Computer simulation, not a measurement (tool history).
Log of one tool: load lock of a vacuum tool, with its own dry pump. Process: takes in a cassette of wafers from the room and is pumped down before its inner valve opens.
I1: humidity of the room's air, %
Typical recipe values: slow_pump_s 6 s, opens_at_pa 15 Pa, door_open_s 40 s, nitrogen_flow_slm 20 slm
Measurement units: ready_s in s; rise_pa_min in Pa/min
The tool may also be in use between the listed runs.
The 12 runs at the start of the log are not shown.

Run 13, hour 990.3: usual settings but opens_at_pa 10 Pa; I1 47.5. Result: ready_s 15.2 s, rise_pa_min 0.133 Pa/min.
Run 14, hour 1083.1: usual settings but nitrogen_flow_slm 25 slm; I1 45.7. Result: ready_s 14.8 s, rise_pa_min 0.135 Pa/min.
Run 15, hour 1141.7: usual settings; I1 41.6. Result: ready_s 14.8 s, rise_pa_min 0.142 Pa/min.
Run 16, hour 1229.7: usual settings; I1 43.9. Result: ready_s 14.5 s, rise_pa_min 0.136 Pa/min.
Run 17, hour 1312.2: usual settings but nitrogen_flow_slm 14 slm; I1 43.3. Result: ready_s 14.8 s, rise_pa_min 0.141 Pa/min.
Run 18, hour 1387.4: usual settings but nitrogen_flow_slm 14 slm; I1 45.9. Result: ready_s 14.9 s, rise_pa_min 0.150 Pa/min.
Run 19, hour 1483.1: usual settings but slow_pump_s 9 s, nitrogen_flow_slm 14 slm; I1 44.9. Result: ready_s 17.3 s, rise_pa_min 0.146 Pa/min.
Run 20, hour 1579.6: usual settings but slow_pump_s 9 s, nitrogen_flow_slm 14 slm; I1 42.3. Result: ready_s 17.1 s, rise_pa_min 0.141 Pa/min.
Run 21, hour 1687.9: usual settings but slow_pump_s 9 s, nitrogen_flow_slm 14 slm; I1 45.9. Result: ready_s 17.1 s, rise_pa_min 0.153 Pa/min.
Run 22, hour 1786.0: usual settings but slow_pump_s 9 s, nitrogen_flow_slm 14 slm; I1 41.3. Result: ready_s 17.0 s, rise_pa_min 0.151 Pa/min.
Run 23, hour 1854.7: usual settings but slow_pump_s 10 s, opens_at_pa 22 Pa, door_open_s 28 s, nitrogen_flow_slm 39 slm; I1 42.6. Result: ready_s 17.7 s, rise_pa_min 0.137 Pa/min.
Run 24, hour 1928.2: usual settings but slow_pump_s 10 s, opens_at_pa 12 Pa, door_open_s 161 s, nitrogen_flow_slm 5 slm; I1 45.8. Result: ready_s 18.2 s, rise_pa_min 0.251 Pa/min.
Run 25, hour 1974.1: usual settings but opens_at_pa 11 Pa, nitrogen_flow_slm 43 slm; I1 43.9. Result: ready_s 15.3 s, rise_pa_min 0.149 Pa/min.
Run 26, hour 2056.2: usual settings but opens_at_pa 11 Pa, nitrogen_flow_slm 43 slm; I1 43.0. Result: ready_s 15.3 s, rise_pa_min 0.146 Pa/min.
Run 27, hour 2111.9: usual settings but slow_pump_s 4 s, opens_at_pa 17 Pa, door_open_s 47 s, nitrogen_flow_slm 13 slm; I1 47.6. Result: ready_s 13.2 s, rise_pa_min 0.177 Pa/min.
Run 28, hour 2166.2: usual settings but slow_pump_s 5 s, opens_at_pa 17 Pa, door_open_s 57 s, nitrogen_flow_slm 23 slm; I1 46.8. Result: ready_s 14.0 s, rise_pa_min 0.164 Pa/min.
Run 29, hour 2217.0: usual settings but slow_pump_s 10 s, opens_at_pa 17 Pa, door_open_s 30 s, nitrogen_flow_slm 23 slm; I1 42.2. Result: ready_s 17.7 s, rise_pa_min 0.152 Pa/min.
Run 30, hour 2313.9: usual settings but slow_pump_s 10 s, opens_at_pa 17 Pa, door_open_s 30 s, nitrogen_flow_slm 23 slm; I1 42.2. Result: ready_s 18.0 s, rise_pa_min 0.153 Pa/min.
Run 31, hour 2365.9: usual settings but slow_pump_s 5 s, opens_at_pa 29 Pa; I1 41.9. Result: ready_s 13.2 s, rise_pa_min 0.159 Pa/min.
Run 32, hour 2467.2: usual settings but opens_at_pa 17 Pa, nitrogen_flow_slm 4 slm; I1 44.4. Result: ready_s 14.7 s, rise_pa_min 0.182 Pa/min.
Run 33, hour 2538.6: usual settings but opens_at_pa 17 Pa, nitrogen_flow_slm 4 slm; I1 48.1. Result: ready_s 14.7 s, rise_pa_min 0.191 Pa/min.

Forecast run 34:
Run 34, hour 2611.6: usual settings but slow_pump_s 4 s; I1 45.1. Result: ready_s ?, rise_pa_min ?.

{"run 34": {"ready_s": 13.6, "rise_pa_min": 0.171}}
Take away the tool's hidden state, keep the run-to-run variation as it was, and the same run would have given ready_s 13.1 s, rise_pa_min 0.040 Pa/min.

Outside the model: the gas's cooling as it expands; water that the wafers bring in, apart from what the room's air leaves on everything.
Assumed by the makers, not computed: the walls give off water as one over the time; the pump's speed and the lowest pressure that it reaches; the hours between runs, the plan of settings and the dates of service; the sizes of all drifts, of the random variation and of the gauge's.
